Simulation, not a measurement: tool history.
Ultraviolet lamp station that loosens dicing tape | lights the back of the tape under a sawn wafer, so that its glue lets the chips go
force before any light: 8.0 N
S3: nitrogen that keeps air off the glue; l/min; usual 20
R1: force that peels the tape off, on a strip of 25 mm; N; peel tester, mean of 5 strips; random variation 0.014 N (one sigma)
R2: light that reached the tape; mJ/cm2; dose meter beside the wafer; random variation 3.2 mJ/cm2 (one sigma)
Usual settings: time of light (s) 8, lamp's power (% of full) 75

run 1 hour=0.0 | time_of_light_(s)=8 lamp's_power_(%_of_full)=75 S3=20 | R1=0.827 R2=456
run 2 hour=25.6 | time_of_light_(s)=8 lamp's_power_(%_of_full)=75 S3=20 | R1=0.827 R2=457
run 3 hour=61.7 | time_of_light_(s)=12 lamp's_power_(%_of_full)=75 S3=20 | R1=0.315 R2=686
run 4 hour=105.8 | time_of_light_(s)=12 lamp's_power_(%_of_full)=75 S3=20 | R1=0.327 R2=677
run 5 hour=141.1 | time_of_light_(s)=12 lamp's_power_(%_of_full)=75 S3=20 | R1=0.334 R2=668
-- hour=156.6 window cleaned of glue's vapour
run 6 hour=163.0 | time_of_light_(s)=8 lamp's_power_(%_of_full)=75 S3=20 | R1=0.894 R2=436
run 7 hour=197.3 | time_of_light_(s)=8 lamp's_power_(%_of_full)=75 S3=17 | R1=0.999 R2=431
run 8 hour=239.6 | time_of_light_(s)=8 lamp's_power_(%_of_full)=75 S3=17 | R1=1.034 R2=432
run 9 hour=260.1 | time_of_light_(s)=8 lamp's_power_(%_of_full)=70 S3=26 | R1=0.976 R2=400
run 10 hour=292.1 | time_of_light_(s)=4 lamp's_power_(%_of_full)=83 S3=17 | R1=2.550 R2=235
run 11 hour=321.8 | time_of_light_(s)=14 lamp's_power_(%_of_full)=83 S3=16 | R1=0.231 R2=816
run 12 hour=351.8 | time_of_light_(s)=14 lamp's_power_(%_of_full)=74 S3=8 | R1=0.529 R2=723
-- hour=370.3 window cleaned of glue's vapour, once more
run 13 hour=374.8 | time_of_light_(s)=8 lamp's_power_(%_of_full)=93 S3=35 | R1=0.396 R2=561
run 14 hour=401.6 | time_of_light_(s)=4 lamp's_power_(%_of_full)=90 S3=31 | R1=1.810 R2=273

3 ways to go on from here, each from the tool as it stands after run 14. What would each give?
run A hour=425.4 | time_of_light_(s)=11 lamp's_power_(%_of_full)=95 S3=8 | R1=? R2=?
run B hour=425.4 | time_of_light_(s)=4 lamp's_power_(%_of_full)=69 S3=31 | R1=? R2=?
run C hour=425.4 | time_of_light_(s)=4 lamp's_power_(%_of_full)=75 S3=13 | R1=? R2=?

run=A R1=0.445 R2=770
run=B R1=2.618 R2=200
run=C R1=2.905 R2=225
Without the tool's hidden state the same runs would have given:
run=A R1=0.318 R2=885
run=B R1=2.214 R2=230
run=C R1=2.501 R2=259

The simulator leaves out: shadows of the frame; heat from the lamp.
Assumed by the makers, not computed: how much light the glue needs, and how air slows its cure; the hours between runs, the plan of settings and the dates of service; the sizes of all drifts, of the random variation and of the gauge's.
